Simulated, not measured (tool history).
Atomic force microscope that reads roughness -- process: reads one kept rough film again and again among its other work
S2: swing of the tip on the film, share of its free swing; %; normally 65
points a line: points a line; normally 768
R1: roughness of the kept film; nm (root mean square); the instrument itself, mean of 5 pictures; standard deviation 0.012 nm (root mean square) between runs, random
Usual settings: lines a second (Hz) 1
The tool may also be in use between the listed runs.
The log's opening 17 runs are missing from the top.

{"hour": 491.0, "done": "height scale calibrated on a step standard, once more"}
{"hour": 496.0, "done": "new tip fitted"}
{"run": 18, "hour": 496.0, "lines a second (Hz)": 3.48, "S2": 65, "points a line": 768, "R1": 2.584}
{"run": 19, "hour": 532.7, "lines a second (Hz)": 1, "S2": 65, "points a line": 258, "R1": 2.529}
{"run": 20, "hour": 549.5, "lines a second (Hz)": 1, "S2": 61, "points a line": 597, "R1": 2.546}
{"run": 21, "hour": 576.7, "lines a second (Hz)": 2.94, "S2": 56, "points a line": 381, "R1": 2.264}
{"run": 22, "hour": 604.1, "lines a second (Hz)": 1, "S2": 85, "points a line": 768, "R1": 2.05}
{"run": 23, "hour": 637.9, "lines a second (Hz)": 1.41, "S2": 85, "points a line": 768, "R1": 1.831}
{"run": 24, "hour": 653.5, "lines a second (Hz)": 1.41, "S2": 85, "points a line": 768, "R1": 1.773}
{"hour": 666.6, "done": "new tip fitted"}
{"run": 25, "hour": 688.0, "lines a second (Hz)": 1.41, "S2": 85, "points a line": 768, "R1": 2.38}
{"run": 26, "hour": 716.9, "lines a second (Hz)": 0.52, "S2": 65, "points a line": 768, "R1": 2.588}
{"run": 27, "hour": 738.8, "lines a second (Hz)": 0.52, "S2": 65, "points a line": 768, "R1": 2.46}
{"run": 28, "hour": 768.3, "lines a second (Hz)": 0.52, "S2": 65, "points a line": 768, "R1": 2.304}
{"run": 29, "hour": 805.0, "lines a second (Hz)": 1.78, "S2": 80, "points a line": 821, "R1": 1.831}
{"hour": 838.0, "done": "new tip fitted"}
{"run": 30, "hour": 842.0, "lines a second (Hz)": 1, "S2": 67, "points a line": 944, "R1": 2.83}
{"run": 31, "hour": 865.8, "lines a second (Hz)": 1.86, "S2": 87, "points a line": 404, "R1": 2.13}
{"run": 32, "hour": 884.4, "lines a second (Hz)": 0.68, "S2": 65, "points a line": 768, "R1": 2.563}
{"run": 33, "hour": 899.6, "lines a second (Hz)": 0.67, "S2": 67, "points a line": 577, "R1": 2.448}
{"run": 34, "hour": 933.5, "lines a second (Hz)": 1.2, "S2": 67, "points a line": 577, "R1": 2.226}
{"run": 35, "hour": 951.0, "lines a second (Hz)": 0.92, "S2": 73, "points a line": 655, "R1": 2.127}
{"run": 36, "hour": 985.5, "lines a second (Hz)": 1.76, "S2": 73, "points a line": 655, "R1": 1.874}
{"run": 37, "hour": 1001.8, "lines a second (Hz)": 3, "S2": 67, "points a line": 343, "R1": 1.744}

Branching from run 37: 5 alternative next runs. What would each branch give?
{"hour": 1010.8, "done": "new tip fitted"}
{"run": "A", "hour": 1029.5, "lines a second (Hz)": 0.74, "S2": 63, "points a line": 324, "R1": "?"}
{"hour": 1010.8, "done": "new tip fitted"}
{"run": "B", "hour": 1029.5, "lines a second (Hz)": 1, "S2": 65, "points a line": 768, "R1": "?"}
{"hour": 1010.8, "done": "new tip fitted"}
{"run": "C", "hour": 1029.5, "lines a second (Hz)": 0.51, "S2": 89, "points a line": 279, "R1": "?"}
{"hour": 1010.8, "done": "new tip fitted"}
{"run": "D", "hour": 1029.5, "lines a second (Hz)": 1.54, "S2": 66, "points a line": 446, "R1": "?"}
{"hour": 1010.8, "done": "new tip fitted"}
{"run": "E", "hour": 1029.5, "lines a second (Hz)": 0.99, "S2": 56, "points a line": 376, "R1": "?"}

run=A R1=2.662
run=B R1=2.69
run=C R1=2.553
run=D R1=2.588
run=E R1=2.698
With no hidden state in the tool, these same runs would have given:
run=A R1=2.872
run=B R1=2.903
run=C R1=2.754
run=D R1=2.792
run=E R1=2.911
